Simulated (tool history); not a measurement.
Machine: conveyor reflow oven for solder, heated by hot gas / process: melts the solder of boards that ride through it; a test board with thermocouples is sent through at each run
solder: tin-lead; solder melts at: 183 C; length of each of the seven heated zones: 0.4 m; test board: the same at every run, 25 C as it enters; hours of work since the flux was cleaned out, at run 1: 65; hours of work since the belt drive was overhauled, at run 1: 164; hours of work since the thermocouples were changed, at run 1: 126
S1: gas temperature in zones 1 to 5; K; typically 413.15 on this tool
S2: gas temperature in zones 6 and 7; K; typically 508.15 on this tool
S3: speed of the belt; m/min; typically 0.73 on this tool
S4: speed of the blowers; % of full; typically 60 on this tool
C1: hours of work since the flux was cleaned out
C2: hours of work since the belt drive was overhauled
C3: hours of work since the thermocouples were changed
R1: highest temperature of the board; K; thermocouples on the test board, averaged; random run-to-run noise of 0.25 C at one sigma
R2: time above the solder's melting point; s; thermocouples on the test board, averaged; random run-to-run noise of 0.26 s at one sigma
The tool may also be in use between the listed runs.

run 1 hour=0 | S1=413.15 S2=508.15 S3=0.73 S4=60 | C1=65 C2=164 C3=126 | R1=490.85 R2=50.4
run 2 hour=12.2 | S1=413.15 S2=508.15 S3=0.73 S4=60 | C1=69 C2=168 C3=131 | R1=490.75 R2=50.9
run 3 hour=18 | S1=413.15 S2=508.15 S3=0.678 S4=60 | C1=72 C2=171 C3=133 | R1=493.15 R2=56.3
run 4 hour=30.2 | S1=416.15 S2=508.15 S3=0.73 S4=60 | C1=77 C2=176 C3=138 | R1=492.05 R2=51.8
run 5 hour=42.5 | S1=415.15 S2=508.15 S3=0.73 S4=60 | C1=82 C2=181 C3=143 | R1=491.15 R2=50.5
run 6 hour=54.8 | S1=415.15 S2=508.15 S3=0.73 S4=60 | C1=87 C2=186 C3=148 | R1=490.95 R2=51
run 7 hour=61.9 | S1=413.15 S2=508.15 S3=0.73 S4=60 | C1=90 C2=189 C3=151 | R1=491.45 R2=50.5
run 8 hour=71.4 | S1=413.15 S2=508.15 S3=0.73 S4=54 | C1=93 C2=192 C3=155 | R1=489.15 R2=49.1
run 9 hour=77.4 | S1=403.15 S2=508.15 S3=0.73 S4=54 | C1=96 C2=195 C3=157 | R1=487.55 R2=44.6
run 10 hour=87.7 | S1=403.15 S2=508.15 S3=0.73 S4=54 | C1=100 C2=199 C3=161 | R1=487.45 R2=44.8
run 11 hour=96.5 | S1=413.15 S2=508.15 S3=0.73 S4=60 | C1=104 C2=202 C3=165 | R1=490.55 R2=50.5
run 12 hour=103.9 | S1=419.15 S2=508.15 S3=0.73 S4=60 | C1=106 C2=205 C3=168 | R1=492.15 R2=52.7
run 13 hour=109.7 | S1=423.15 S2=508.15 S3=0.73 S4=60 | C1=109 C2=208 C3=170 | R1=492.95 R2=54.5
run 14 hour=122 | S1=423.15 S2=508.15 S3=0.73 S4=60 | C1=114 C2=213 C3=175 | R1=492.85 R2=54.8
run 15 hour=132.4 | S1=423.15 S2=508.15 S3=0.73 S4=60 | C1=118 C2=217 C3=179 | R1=492.85 R2=54.6
run 16 hour=144.7 | S1=400.15 S2=505.15 S3=0.73 S4=52 | C1=123 C2=222 C3=184 | R1=483.75 R2=40.2
run 17 hour=156.4 | S1=413.15 S2=508.15 S3=0.614 S4=60 | C1=128 C2=227 C3=189 | R1=496.25 R2=64.5
run 18 hour=168.6 | S1=413.15 S2=502.15 S3=0.633 S4=60 | C1=133 C2=232 C3=194 | R1=490.45 R2=57.9
run 19 hour=175.5 | S1=413.15 S2=508.15 S3=0.652 S4=60 | C1=135 C2=234 C3=197 | R1=494.25 R2=59.3
run 20 hour=187.2 | S1=413.15 S2=508.15 S3=0.652 S4=60 | C1=140 C2=239 C3=202 | R1=494.05 R2=58.8
run 21 hour=197 | S1=413.15 S2=508.15 S3=0.652 S4=60 | C1=144 C2=243 C3=205 | R1=494.75 R2=58.9
run 22 hour=206.1 | S1=413.15 S2=508.15 S3=0.652 S4=60 | C1=148 C2=247 C3=209 | R1=494.45 R2=59.5
run 23 hour=213.3 | S1=403.15 S2=511.15 S3=0.696 S4=53 | C1=151 C2=250 C3=212 | R1=491.45 R2=49.7
run 24 hour=223.2 | S1=403.15 S2=511.15 S3=0.696 S4=53 | C1=155 C2=254 C3=216 | R1=491.05 R2=50.1
run 25 hour=234.3 | S1=403.15 S2=511.15 S3=0.696 S4=53 | C1=159 C2=258 C3=221 | R1=491.65 R2=49.4
run 26 hour=244 | S1=403.15 S2=511.15 S3=0.696 S4=53 | C1=163 C2=262 C3=224 | R1=491.05 R2=49.9
run 27 hour=253.9 | S1=413.15 S2=508.15 S3=0.73 S4=88 | C1=167 C2=266 C3=228 | R1=494.85 R2=53.4
run 28 hour=263.2 | S1=425.15 S2=515.15 S3=0.637 S4=60 | C1=171 C2=270 C3=232 | R1=503.15 R2=70.2
run 29 hour=271.9 | S1=425.15 S2=515.15 S3=0.637 S4=60 | C1=174 C2=273 C3=236 | R1=503.25 R2=70
run 30 hour=284.3 | S1=425.15 S2=515.15 S3=0.637 S4=60 | C1=179 C2=278 C3=241 | R1=503.15 R2=70.6

The logged runs with the hidden state left out (each run's random variation unchanged):
Unlogged tool condition in this case: heat that the gas passes to the board, % of a clean oven's; belt's true speed, % of the reading; true gas temperature in zones 6 and 7 over the reading, C; drift of the gauge itself on peak_c, C; drift of the gauge itself on liquid_s, %.
run=1 R2=50.2
run=2 R2=50.6
run=3 R2=56
run=4 R2=51.5
run=5 R2=50.3
run=6 R2=50.8
run=7 R2=50.3
run=8 R2=48.8
run=9 R2=44.4
run=10 R2=44.6
run=11 R2=50.3
run=12 R2=52.5
run=13 R2=54.2
run=14 R2=54.6
run=15 R2=54.3
run=16 R2=40.2
run=17 R2=64.1
run=18 R2=57.7
run=19 R2=59
run=20 R2=58.5
run=21 R2=58.6
run=22 R2=59.2
run=23 R2=49.6
run=24 R2=50
run=25 R2=49.3
run=26 R2=49.8
run=27 R2=53.4
run=28 R2=69.7
run=29 R2=69.5
run=30 R2=70.1
R1: differs from the measured result by no more than 0.3 K in any run.

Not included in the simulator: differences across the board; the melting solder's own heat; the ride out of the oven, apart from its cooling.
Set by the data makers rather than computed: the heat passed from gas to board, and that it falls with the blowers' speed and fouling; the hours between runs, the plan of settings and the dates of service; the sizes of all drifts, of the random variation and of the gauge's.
